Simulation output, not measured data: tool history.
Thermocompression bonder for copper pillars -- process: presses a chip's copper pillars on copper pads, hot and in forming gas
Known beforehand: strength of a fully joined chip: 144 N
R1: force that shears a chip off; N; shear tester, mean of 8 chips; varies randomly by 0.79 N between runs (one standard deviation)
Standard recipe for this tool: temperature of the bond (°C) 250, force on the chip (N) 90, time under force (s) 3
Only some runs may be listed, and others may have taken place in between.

Run 1, hour 0: usual settings. Result: R1 62.9 N.
Run 2, hour 23.6: usual settings. Result: R1 61.2 N.
Run 3, hour 35.6: usual settings. Result: R1 61.5 N.
Run 4, hour 56.6: usual settings. Result: R1 60.3 N.
Run 5, hour 71.6: usual settings but force on the chip (N) 57. Result: R1 40 N.
Run 6, hour 97: usual settings but force on the chip (N) 57. Result: R1 38.2 N.
Run 7, hour 113.3: usual settings but force on the chip (N) 92. Result: R1 63.4 N.
Run 8, hour 140.3: usual settings but force on the chip (N) 92. Result: R1 65.6 N.
Run 9, hour 161.8: usual settings but temperature of the bond (°C) 238. Result: R1 51.7 N.
Run 10, hour 177.4: usual settings but time under force (s) 4. Result: R1 70.1 N.
Run 11, hour 194.8: usual settings. Result: R1 64 N.
Run 12, hour 219.9: usual settings. Result: R1 61.1 N.
Run 13, hour 234.7: usual settings but temperature of the bond (°C) 243. Result: R1 56.4 N.
Run 14, hour 261.8: usual settings but temperature of the bond (°C) 243. Result: R1 55.4 N.
Run 15, hour 286.2: usual settings but temperature of the bond (°C) 243. Result: R1 56.3 N.
Run 16, hour 310.2: usual settings but temperature of the bond (°C) 257. Result: R1 66.5 N.
Run 17, hour 335.3: usual settings but temperature of the bond (°C) 257. Result: R1 69.4 N.
Run 18, hour 358.8: usual settings but temperature of the bond (°C) 257. Result: R1 68.4 N.
Run 19, hour 378: usual settings but temperature of the bond (°C) 257. Result: R1 70.8 N.
Run 20, hour 390.9: usual settings but temperature of the bond (°C) 245. Result: R1 59 N.
Run 21, hour 411.5: usual settings but temperature of the bond (°C) 245. Result: R1 57.3 N.
Run 22, hour 438.3: usual settings but temperature of the bond (°C) 249, force on the chip (N) 97, time under force (s) 9. Result: R1 96 N.
Run 23, hour 465.1: usual settings but force on the chip (N) 54, time under force (s) 2. Result: R1 32.3 N.
Run 24, hour 478.7: usual settings but force on the chip (N) 54, time under force (s) 4. Result: R1 44.6 N.
Run 25, hour 493.5: usual settings but temperature of the bond (°C) 227, force on the chip (N) 70, time under force (s) 8. Result: R1 49.5 N.
Run 26, hour 509.8: usual settings but temperature of the bond (°C) 237, time under force (s) 4. Result: R1 56.6 N.
Run 27, hour 533.2: usual settings but temperature of the bond (°C) 243, force on the chip (N) 94, time under force (s) 8. Result: R1 87.5 N.
Run 28, hour 551.7: usual settings but time under force (s) 6. Result: R1 83.9 N.
Run 29, hour 567.2: usual settings but temperature of the bond (°C) 237, force on the chip (N) 75, time under force (s) 9. Result: R1 63.3 N.
Run 30, hour 585.2: usual settings but temperature of the bond (°C) 237, force on the chip (N) 75, time under force (s) 9. Result: R1 62.1 N.
Run 31, hour 608.5: usual settings but temperature of the bond (°C) 230. Result: R1 41.9 N.
Run 32, hour 636.4: usual settings but temperature of the bond (°C) 235, force on the chip (N) 84, time under force (s) 4. Result: R1 48.5 N.
Run 33, hour 649.7: usual settings but force on the chip (N) 84, time under force (s) 4. Result: R1 61.6 N.
Run 34, hour 668.8: usual settings but force on the chip (N) 84, time under force (s) 4. Result: R1 60.9 N.
Run 35, hour 690.7: usual settings but force on the chip (N) 58, time under force (s) 4. Result: R1 43.8 N.
Run 36, hour 707.2: usual settings but time under force (s) 2. Result: R1 48.5 N.
Run 37, hour 735.6: usual settings but temperature of the bond (°C) 235, force on the chip (N) 98. Result: R1 50.3 N.
Run 38, hour 759.5: usual settings but temperature of the bond (°C) 229, force on the chip (N) 89. Result: R1 42.4 N.
Run 39, hour 784.9: usual settings but time under force (s) 2. Result: R1 50.8 N.

Missing from the log above: 6 entries noted between runs. For each, name the pair of listed runs it sits between and say how the tool's hidden condition differs from the listed run just before to the listed run just after:
Between runs 6 and 7: forming gas filter changed (hour 101.6)
  oxide that the forming gas leaves, % of the face: 5.35 -> 0.88
  measured value less the no-hidden-state value, R1: -0.4 -> +1.9 N
Between runs 16 and 17: forming gas filter changed (hour 313.6)
  true temperature of the bond over the reading, C: 3.8 -> 3.9; force that reaches the chip, % of what is set: 97.9 -> 97.8; oxide that the forming gas leaves, % of the face: 5.32 -> 1.09
  measured value less the no-hidden-state value, R1: -1.1 -> +2 N
Between runs 21 and 22: heater calibrated with a thermocouple chip (hour 415.5)
  true temperature of the bond over the reading, C: 4.1 -> 6.4; force that reaches the chip, % of what is set: 97.6 -> 97.5; oxide that the forming gas leaves, % of the face: 2.8 -> 3.31
  measured value less the no-hidden-state value, R1: +1 -> +2.3 N
Between runs 26 and 27: forming gas filter changed (hour 528.1)
  true temperature of the bond over the reading, C: 6.5 -> 6.6; force that reaches the chip, % of what is set: 97.4 -> 97.3; oxide that the forming gas leaves, % of the face: 4.92 -> 0.66
  measured value less the no-hidden-state value, R1: +1.9 -> +5.1 N
Between runs 28 and 29: heater calibrated with a thermocouple chip, once more (hour 567.2)
  true temperature of the bond over the reading, C: 6.7 -> 0.4; force that reaches the chip, % of what is set: 97.3 -> 97.2; oxide that the forming gas leaves, % of the face: 1.05 -> 1.35
  measured value less the no-hidden-state value, R1: +4.7 -> -1.8 N
Between runs 37 and 38: forming gas filter changed (hour 743.7)
  true temperature of the bond over the reading, C: 0.8 -> 0.9; force that reaches the chip, % of what is set: 96.8 -> 96.7; oxide that the forming gas leaves, % of the face: 5.14 -> 1.02
  measured value less the no-hidden-state value, R1: -3.4 -> -1 N

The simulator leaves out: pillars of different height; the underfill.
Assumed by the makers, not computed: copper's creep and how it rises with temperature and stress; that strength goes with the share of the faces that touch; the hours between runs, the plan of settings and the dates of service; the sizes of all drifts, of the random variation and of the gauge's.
